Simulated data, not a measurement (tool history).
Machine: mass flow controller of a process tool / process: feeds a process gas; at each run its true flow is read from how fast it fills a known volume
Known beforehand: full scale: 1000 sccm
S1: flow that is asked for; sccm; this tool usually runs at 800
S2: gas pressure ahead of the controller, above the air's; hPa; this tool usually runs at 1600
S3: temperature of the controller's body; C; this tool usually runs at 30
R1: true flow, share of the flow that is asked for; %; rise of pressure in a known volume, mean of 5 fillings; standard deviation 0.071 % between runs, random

{"run": 1, "hour": 0.0, "S1": 800, "S2": 1600, "S3": 30, "R1": 97.68}
{"run": 2, "hour": 367.2, "S1": 356, "S2": 1600, "S3": 30, "R1": 95.56}
{"run": 3, "hour": 634.0, "S1": 356, "S2": 1600, "S3": 30, "R1": 95.45}
{"run": 4, "hour": 1010.7, "S1": 356, "S2": 1600, "S3": 30, "R1": 95.31}
{"run": 5, "hour": 1265.2, "S1": 800, "S2": 1740, "S3": 30, "R1": 97.02}
{"run": 6, "hour": 1511.1, "S1": 800, "S2": 1600, "S3": 30, "R1": 96.81}
{"run": 7, "hour": 1847.7, "S1": 800, "S2": 1600, "S3": 30, "R1": 96.62}
{"run": 8, "hour": 2177.7, "S1": 800, "S2": 1600, "S3": 30, "R1": 96.45}
{"run": 9, "hour": 2500.4, "S1": 800, "S2": 1600, "S3": 30, "R1": 96.19}
{"run": 10, "hour": 2763.9, "S1": 800, "S2": 1600, "S3": 30, "R1": 96.11}
{"hour": 3016.8, "done": "controller exchanged for a calibrated one"}
{"run": 11, "hour": 3077.4, "S1": 676, "S2": 1600, "S3": 30, "R1": 99.91}
{"run": 12, "hour": 3500.6, "S1": 800, "S2": 1600, "S3": 30, "R1": 99.97}
{"run": 13, "hour": 3751.9, "S1": 800, "S2": 1600, "S3": 30, "R1": 99.86}
{"run": 14, "hour": 4004.6, "S1": 800, "S2": 1600, "S3": 30, "R1": 99.69}
{"run": 15, "hour": 4337.4, "S1": 216, "S2": 2630, "S3": 22, "R1": 96.62}
{"run": 16, "hour": 4563.1, "S1": 410, "S2": 1500, "S3": 25, "R1": 98.0}
{"run": 17, "hour": 4787.3, "S1": 410, "S2": 1780, "S3": 26, "R1": 97.79}
{"run": 18, "hour": 5154.0, "S1": 173, "S2": 1780, "S3": 21, "R1": 95.77}
{"run": 19, "hour": 5417.2, "S1": 627, "S2": 1470, "S3": 27, "R1": 98.32}
{"run": 20, "hour": 5806.5, "S1": 627, "S2": 1470, "S3": 27, "R1": 98.14}
{"run": 21, "hour": 6120.7, "S1": 291, "S2": 1600, "S3": 35, "R1": 97.3}
{"run": 22, "hour": 6354.9, "S1": 800, "S2": 2260, "S3": 30, "R1": 98.39}
{"run": 23, "hour": 6707.9, "S1": 800, "S2": 1780, "S3": 30, "R1": 98.19}
{"run": 24, "hour": 7147.0, "S1": 479, "S2": 2260, "S3": 23, "R1": 96.26}
{"run": 25, "hour": 7343.9, "S1": 470, "S2": 1540, "S3": 20, "R1": 95.97}
{"run": 26, "hour": 7738.2, "S1": 716, "S2": 2630, "S3": 33, "R1": 97.45}
{"run": 27, "hour": 8133.3, "S1": 800, "S2": 2280, "S3": 30, "R1": 97.3}
{"run": 28, "hour": 8487.7, "S1": 800, "S2": 1600, "S3": 32, "R1": 97.5}

Below are 3 alternative next runs, each starting from the tool's condition after run 28. Predict each:
{"run": "A", "hour": 8915.1, "S1": 800, "S2": 2380, "S3": 36, "R1": "?"}
{"run": "B", "hour": 8915.1, "S1": 326, "S2": 1600, "S3": 21, "R1": "?"}
{"run": "C", "hour": 8915.1, "S1": 800, "S2": 1930, "S3": 21, "R1": "?"}

run=A R1=97.60
run=B R1=94.03
run=C R1=96.11
Without the tool's unlogged condition, the same runs would have read:
run=A R1=100.65
run=B R1=98.38
run=C R1=99.16

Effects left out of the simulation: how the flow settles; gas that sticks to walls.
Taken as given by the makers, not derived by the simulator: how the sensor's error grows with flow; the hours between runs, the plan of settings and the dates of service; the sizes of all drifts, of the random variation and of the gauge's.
